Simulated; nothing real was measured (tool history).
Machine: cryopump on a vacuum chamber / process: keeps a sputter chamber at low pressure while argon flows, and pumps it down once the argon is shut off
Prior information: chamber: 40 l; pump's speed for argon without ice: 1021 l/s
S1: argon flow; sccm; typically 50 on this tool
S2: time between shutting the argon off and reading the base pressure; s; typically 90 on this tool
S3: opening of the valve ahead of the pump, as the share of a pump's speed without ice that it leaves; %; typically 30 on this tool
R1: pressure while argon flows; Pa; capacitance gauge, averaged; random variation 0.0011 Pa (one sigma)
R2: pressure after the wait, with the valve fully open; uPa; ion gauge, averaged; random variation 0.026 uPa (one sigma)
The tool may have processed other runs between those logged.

run	hour	S1	S2	S3	R1	R2
1	0	50	90	30	0.2808	4.66
2	13.6	50	90	30	0.2805	4.7
3	27.6	50	90	30	0.2806	4.73
4	35.5	20	90	30	0.1115	4.72
5	43.6	20	90	39	0.0868	4.76
# hour 50.1: leaking fittings of the chamber tightened, without venting
6	57.3	20	90	39	0.0863	1.26
7	66.2	50	90	30	0.2823	1.35
8	78.1	50	90	30	0.2807	1.33
9	85.8	50	90	30	0.2799	1.35
10	95.3	50	90	30	0.2798	1.44
11	104.9	50	90	30	0.2799	1.41
12	118.9	50	90	30	0.2813	1.46
13	133.2	50	90	30	0.2816	1.52
14	142.2	77	90	30	0.437	1.57
15	156.3	31	95	33	0.1591	1.61
16	167.3	31	95	33	0.1591	1.55
17	182.8	31	95	33	0.1592	1.69
18	190.2	26	105	19	0.2298	1.56
19	202.7	26	105	19	0.2304	1.6
20	214	26	105	19	0.2315	1.66
21	223.6	50	21	38	0.2262	4.54
22	233.3	66	61	30	0.3757	2.21
23	249	43	25	38	0.1935	4.04
24	261.9	43	87	34	0.2164	2.04
25	272.3	50	90	51	0.1707	1.96

Pick out some run-to-run changes in R1. Of each, how much would a tool without hidden state show as well, from the settings, what came in and chance, and how much is left for the hidden state and any gauge scatter not in both results compared?
Hidden conditions of the tool in this case: pump's speed, % of a pump's without ice; cold plate's temperature, K; leak into the chamber, uPa l/s; drift of the gauge itself on working_pa, %; drift of the gauge itself on base_upa, %.
Run 6 -> 7: S1 20 -> 50, S3 39 -> 30. R1 +0.196 Pa: hidden state +0.0031, all else +0.1929.
Run 14 -> 15: S1 77 -> 31, S2 90 -> 95, S3 30 -> 33. R1 -0.2779 Pa: hidden state -0.0053, all else -0.2726.
Run 20 -> 21: S1 26 -> 50, S2 105 -> 21, S3 19 -> 38. R1 -0.0053 Pa: hidden state +0.0033, all else -0.0086.
